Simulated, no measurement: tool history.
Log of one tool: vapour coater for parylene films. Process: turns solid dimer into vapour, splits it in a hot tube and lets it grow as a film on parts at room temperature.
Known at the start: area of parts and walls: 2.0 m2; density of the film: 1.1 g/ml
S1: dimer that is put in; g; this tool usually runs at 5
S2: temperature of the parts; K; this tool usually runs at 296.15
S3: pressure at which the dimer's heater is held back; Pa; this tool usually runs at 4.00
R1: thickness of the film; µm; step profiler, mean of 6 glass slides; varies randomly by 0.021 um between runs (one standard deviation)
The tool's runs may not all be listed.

| run | hour | S1 | S2 | S3 | R1 |
|---|---|---|---|---|---|
| 1 | 0.0 | 5 | 296.15 | 4.00 | 1.67 |
| 2 | 13.4 | 5 | 296.15 | 2.84 | 1.76 |
| 3 | 21.5 | 5 | 296.15 | 2.84 | 1.79 |
| 4 | 28.7 | 5 | 296.15 | 2.84 | 1.78 |
| 5 | 42.5 | 5 | 296.15 | 4.00 | 1.74 |
| 6 | 50.9 | 5 | 296.15 | 4.00 | 1.71 |
| 7 | 59.3 | 5 | 296.15 | 4.00 | 1.72 |
| 8 | 74.5 | 5 | 296.15 | 4.00 | 1.72 |
| 9 | 85.6 | 5 | 296.15 | 4.00 | 1.73 |
| 10 | 94.7 | 5 | 296.15 | 4.00 | 1.77 |
| 11 | 109.7 | 5 | 296.15 | 4.00 | 1.73 |
| 12 | 119.1 | 6 | 308.15 | 6.80 | 1.42 |
| 13 | 127.4 | 6 | 308.15 | 6.80 | 1.43 |
| 14 | 134.5 | 6 | 308.15 | 6.80 | 1.43 |
| 15 | 147.3 | 8 | 296.15 | 3.39 | 2.81 |

Run 16 has not been measured yet. What should we expect?
| 16 | 156.4 | 5 | 305.15 | 5.94 | ? |

Run 16 came out at R1 1.33 µm.
On a tool with no hidden condition, and with the same random variation, this run would have come out at R1 1.33 µm.

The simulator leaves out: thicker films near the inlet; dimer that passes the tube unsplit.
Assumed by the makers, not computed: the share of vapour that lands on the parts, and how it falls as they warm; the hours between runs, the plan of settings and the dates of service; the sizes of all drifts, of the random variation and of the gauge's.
